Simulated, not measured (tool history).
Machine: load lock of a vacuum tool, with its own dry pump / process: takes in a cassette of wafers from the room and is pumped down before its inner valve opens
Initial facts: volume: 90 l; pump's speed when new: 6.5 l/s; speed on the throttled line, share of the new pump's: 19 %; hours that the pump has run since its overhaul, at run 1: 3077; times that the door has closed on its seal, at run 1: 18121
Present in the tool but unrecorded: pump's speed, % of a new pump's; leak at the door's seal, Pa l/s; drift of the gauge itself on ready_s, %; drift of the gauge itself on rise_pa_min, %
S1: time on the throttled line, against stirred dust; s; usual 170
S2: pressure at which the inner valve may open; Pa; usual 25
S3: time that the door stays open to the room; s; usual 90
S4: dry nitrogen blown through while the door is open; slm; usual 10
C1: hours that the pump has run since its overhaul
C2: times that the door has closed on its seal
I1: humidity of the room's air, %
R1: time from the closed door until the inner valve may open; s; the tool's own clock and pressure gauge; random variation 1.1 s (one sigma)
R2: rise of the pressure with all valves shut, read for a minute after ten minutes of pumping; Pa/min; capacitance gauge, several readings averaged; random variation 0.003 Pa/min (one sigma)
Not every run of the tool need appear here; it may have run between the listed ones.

run     day   S1  S2   S3  S4    C1     C2    I1     R1     R2
  1   0.000  170  25   90  10  3077  18121  45.4  255.5  0.172
  2   3.958  170  25   90  10  3172  18407  45.3  256.9  0.168
  3   6.412  170  25   90  10  3231  18585  42.1  258.2  0.169
  4   9.683  170  25   90  10  3309  18821  42.8  257.3  0.168
  5  12.538  170  25   90  10  3378  19027  45.4  257.9  0.183
  6  15.325  170  25   90  10  3445  19229  45.9  260.5  0.179
  7  18.554  159  25   90  10  3522  19462  44.0  247.5  0.191
  8  22.308  159  25   90  10  3612  19733  43.0  250.1  0.178
  9  24.125  159  25   90  10  3656  19864  44.8  248.8  0.190
 10  28.167  159  25   90  10  3753  20156  47.0  248.8  0.189
 11  31.708  170  25   90  37  3838  20412  46.3  257.9  0.172
 12  34.754  170  25   90  10  3911  20632  44.9  258.9  0.198
 13  38.375  170  25   90  10  3998  20894  48.9  258.0  0.197
 14  40.162  170  25   90  10  4041  21023  45.2  258.3  0.201
 15  43.046  170  36   90  10  4110  21231  45.5  253.3  0.203
 16  46.638  170  36   90  10  4196  21491  47.1  255.3  0.208
 17  50.646  276  21   90  13  4293  21780  45.0  347.1  0.203
 18  53.925  170  25   44  10  4371  22017  43.9  258.8  0.201
 19  57.375  144  36  110  35  4454  22266  48.4  232.1  0.203
 20  60.904  236  25   90  10  4539  22521  46.6  312.3  0.223
 21  63.592  300  20   29   6  4603  22716  42.3  365.9  0.202
 22  66.308  300  20   29   6  4668  22912  39.9  366.5  0.197
 23  68.908  170  50   76  10  4731  23099  47.5  249.7  0.229
 24  71.888  261  50   77  11  4802  23315  44.9  322.4  0.224
 25  75.883  261  50   77  11  4898  23604  44.8  320.2  0.222
 26  79.350  261  50   77  11  4981  23854  43.8  322.8  0.231
 27  81.262  122  36  225  24  5027  23992  49.5  217.1  0.238
 28  83.162  122  36  225  24  5073  24129  46.7  216.0  0.246
 29  85.138  216  35   90  10  5120  24272  43.0  292.8  0.242

Alternative continuations, all from the tool just after run 29; predict every row:
  A  88.267  241  35   44  10  5195  24498  44.4   ?   ?
  B  88.267   86  35  139  10  5195  24498  43.3   ?   ?
  C  88.267   99  31  152  10  5195  24498  47.5   ?   ?
  D  88.267  216  28   90  10  5195  24498  46.7   ?   ?
  E  88.267  122  25   90  24  5195  24498  44.5   ?   ?

run     R1     R2
  A  310.5  0.225
  B  188.6  0.244
  C  198.3  0.262
  D  292.6  0.244
  E  222.4  0.232
What these runs would have given with no unlogged condition in the tool:
run     R1     R2
  A  306.1  0.031
  B  182.6  0.050
  C  192.4  0.066
  D  288.0  0.046
  E  216.5  0.032
